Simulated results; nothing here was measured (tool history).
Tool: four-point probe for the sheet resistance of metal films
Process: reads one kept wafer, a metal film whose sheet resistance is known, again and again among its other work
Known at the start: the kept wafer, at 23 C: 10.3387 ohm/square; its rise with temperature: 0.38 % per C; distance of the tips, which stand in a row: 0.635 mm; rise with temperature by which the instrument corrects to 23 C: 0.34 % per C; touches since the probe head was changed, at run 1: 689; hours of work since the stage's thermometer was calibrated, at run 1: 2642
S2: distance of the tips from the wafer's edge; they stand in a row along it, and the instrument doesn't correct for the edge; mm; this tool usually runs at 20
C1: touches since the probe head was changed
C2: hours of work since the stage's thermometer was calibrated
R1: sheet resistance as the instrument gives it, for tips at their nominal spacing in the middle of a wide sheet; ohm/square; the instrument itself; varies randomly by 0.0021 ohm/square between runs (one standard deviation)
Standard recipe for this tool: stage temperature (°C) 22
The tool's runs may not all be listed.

{"run": 1, "hour": 0.0, "stage temperature (°C)": 22, "S2": 20, "C1": 689, "C2": 2642, "R1": 10.395461}
{"run": 2, "hour": 11.7, "stage temperature (°C)": 22, "S2": 20, "C1": 862, "C2": 2648, "R1": 10.392076}
{"run": 3, "hour": 23.0, "stage temperature (°C)": 22, "S2": 20, "C1": 1028, "C2": 2655, "R1": 10.391065}
{"run": 4, "hour": 32.7, "stage temperature (°C)": 22, "S2": 20, "C1": 1172, "C2": 2661, "R1": 10.391528}
{"run": 5, "hour": 45.3, "stage temperature (°C)": 22, "S2": 20, "C1": 1357, "C2": 2668, "R1": 10.396118}
{"run": 6, "hour": 59.9, "stage temperature (°C)": 20, "S2": 3, "C1": 1573, "C2": 2677, "R1": 10.628416}
{"run": 7, "hour": 70.4, "stage temperature (°C)": 20, "S2": 3, "C1": 1727, "C2": 2683, "R1": 10.62479}
{"run": 8, "hour": 83.3, "stage temperature (°C)": 20, "S2": 3, "C1": 1917, "C2": 2691, "R1": 10.619647}
{"run": 9, "hour": 91.7, "stage temperature (°C)": 20, "S2": 3, "C1": 2041, "C2": 2696, "R1": 10.625209}
{"run": 10, "hour": 104.0, "stage temperature (°C)": 20, "S2": 23, "C1": 2222, "C2": 2703, "R1": 10.385855}

3 options for the next run, each taken on its own from the tool as it stands now. Forecast them:
{"run": "A", "hour": 114.8, "stage temperature (°C)": 31, "S2": 31, "C1": 2381, "C2": 2709, "R1": "?"}
{"run": "B", "hour": 114.8, "stage temperature (°C)": 25, "S2": 58, "C1": 2381, "C2": 2709, "R1": "?"}
{"run": "C", "hour": 114.8, "stage temperature (°C)": 18, "S2": 21, "C1": 2381, "C2": 2709, "R1": "?"}

run=A R1=10.424369
run=B R1=10.395489
run=C R1=10.372643
What these runs would have given with no unlogged condition in the tool:
run=A R1=10.371358
run=B R1=10.342112
run=C R1=10.318757
